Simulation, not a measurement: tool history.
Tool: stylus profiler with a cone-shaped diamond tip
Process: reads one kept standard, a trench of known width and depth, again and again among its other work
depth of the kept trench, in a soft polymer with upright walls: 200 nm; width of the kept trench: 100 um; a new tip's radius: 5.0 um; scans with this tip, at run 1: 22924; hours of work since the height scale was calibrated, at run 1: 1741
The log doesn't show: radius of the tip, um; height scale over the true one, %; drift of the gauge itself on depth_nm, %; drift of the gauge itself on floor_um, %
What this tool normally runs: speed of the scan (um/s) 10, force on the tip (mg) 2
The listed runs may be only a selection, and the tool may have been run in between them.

run   hour  speed of the scan (um/s)  force on the tip (mg)  scans with this tip  hours of work since the height scale was calibrated  depth of the trench (Å)  width of the trench's floor (µm)
  1      0                        10                      2                22924                                                 1741                   2031.9                             95.48
  2   80.2                        10                      2                23716                                                 1801                   2031.1                             95.45
  3  161.5                         5                      2                24519                                                 1862                   2033.1                             95.33
  4  202.8                         5                      2                24927                                                 1893                   2033.2                             95.38
  5  262.6                         5                      2                25517                                                 1938                     2034                             95.28
  6  316.8                        10                      2                26053                                                 1979                     2035                             95.22
  7  367.3                        10                      2                26551                                                 2017                   2031.9                             95.24
  8  405.8                         3                      2                26931                                                 2046                   2033.1                             95.18
     412.9  -- height scale calibrated on a step standard
  9    462                         3                   3.36                27482                                                   37                   2051.1                             95.24
 10  527.4                         3                   3.36                28128                                                   86                   2053.2                             95.18
 11  615.1                        29                   5.56                28994                                                  152                   2060.5                             95.09
 12  678.6                        29                   5.56                29621                                                  199                   2060.3                             95.02
 13  743.8                         5                   3.79                30266                                                  248                   2055.8                             95.07
 14  781.3                         7                   3.41                30636                                                  276                   2055.7                                95
 15  866.5                         8                   0.89                31478                                                  340                   2044.6                             94.94
 16  912.1                         2                   1.73                31928                                                  375                   2048.9                             94.97

5 options for the next run, each taken on its own from the tool as it stands now. Forecast them:
     952.6  -- height scale calibrated on a step standard, once more
  A  979.8                        17                    4.3                32592                                                   20                        ?                                 ?
     952.6  -- height scale calibrated on a step standard, once more
  B  979.8                        40                   1.61                32592                                                   20                        ?                                 ?
     952.6  -- height scale calibrated on a step standard, once more
  C  979.8                        11                   3.88                32592                                                   20                        ?                                 ?
     952.6  -- height scale calibrated on a step standard, once more
  D  979.8                        11                   2.13                32592                                                   20                        ?                                 ?
     952.6  -- height scale calibrated on a step standard, once more
  E  979.8                         2                   0.76                32592                                                   20                        ?                                 ?

run  depth of the trench (Å)  width of the trench's floor (µm)
  A                     2022                             94.89
  B                   2012.1                              94.8
  C                   2019.9                             94.92
  D                   2014.6                             94.89
  E                   2007.9                             94.93
With no hidden state in the tool, these same runs would have given:
run  depth of the trench (Å)  width of the trench's floor (µm)
  A                   2021.6                             97.18
  B                   2011.7                              97.1
  C                   2019.5                             97.21
  D                   2014.2                             97.19
  E                   2007.5                             97.23
